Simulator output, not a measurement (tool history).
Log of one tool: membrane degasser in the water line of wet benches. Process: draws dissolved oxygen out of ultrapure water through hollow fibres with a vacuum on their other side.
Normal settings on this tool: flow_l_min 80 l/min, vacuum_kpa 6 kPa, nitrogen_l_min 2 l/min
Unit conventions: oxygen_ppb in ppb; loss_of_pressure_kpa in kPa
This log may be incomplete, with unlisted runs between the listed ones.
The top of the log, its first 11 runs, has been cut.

run	hour	flow_l_min	vacuum_kpa	nitrogen_l_min	hours since the membrane was changed	hours since the vacuum gauge was calibrated	hours since the vacuum lines were made tight	oxygen_ppb	loss_of_pressure_kpa
12	2237.9	91	5.88	2	8786	4665	2554	362	73.04
13	2424.3	91	5.88	3.84	8972	4852	2741	272.4	72.89
14	2599.9	80	6	2	9148	5027	2916	313.4	64.05
15	2878.9	80	6	2	9427	5306	3195	322.5	64.05
16	3154.5	80	7	2	9703	5582	3471	391.8	64.41
# hour 3273.4: vacuum gauge calibrated
17	3290.2	80	7	2	9838	17	3606	385.6	64.45
18	3530.8	63	10.33	2.37	10078	257	3847	427	50.52
19	3780.5	80	6	1.5	10328	507	4097	355.7	64.55
20	4020.3	53	13.86	1.01	10568	747	4336	985.2	42.62
21	4225.4	53	13.86	1.01	10773	952	4541	988.6	42.81
22	4370.6	55	13.03	2.35	10918	1097	4687	501.9	44.69
23	4627.1	124	13.03	3.18	11175	1354	4943	968.1	101.18
24	4887.9	80	13.19	1	11435	1614	5204	1246.7	65.47
25	5109.2	80	13.19	1	11657	1836	5425	1265.7	65.1
26	5246.5	78	12.24	2.39	11794	1973	5563	659.4	64.16
27	5397.7	78	12.24	2.39	11945	2124	5714	649.4	63.77
28	5679.4	78	12.24	2.39	12227	2406	5996	653.4	64
29	5933.1	113	6.98	2.07	12481	2660	6249	613.8	92.63
30	6238.6	113	6.98	2.07	12786	2965	6555	626.2	93.01
31	6395.2	80	3.72	2	12943	3122	6711	147.3	66.33
32	6553.6	80	6	1.44	13101	3280	6870	385.6	66.22

3 ways to go on from here, each from the tool as it stands after run 32. What would each give?
A	6861.7	83	6	2	13409	3588	7178	?	?
B	6861.7	52	6	1.44	13409	3588	7178	?	?
C	6861.7	58	6	1.96	13409	3588	7178	?	?

run	oxygen_ppb	loss_of_pressure_kpa
A	339.7	68.45
B	233.3	42.95
C	215.4	47.68
With the hidden condition removed and each run's random variation left untouched, the same runs would have given:
run	oxygen_ppb	loss_of_pressure_kpa
A	294	62.59
B	214.4	39.28
C	193.7	43.6
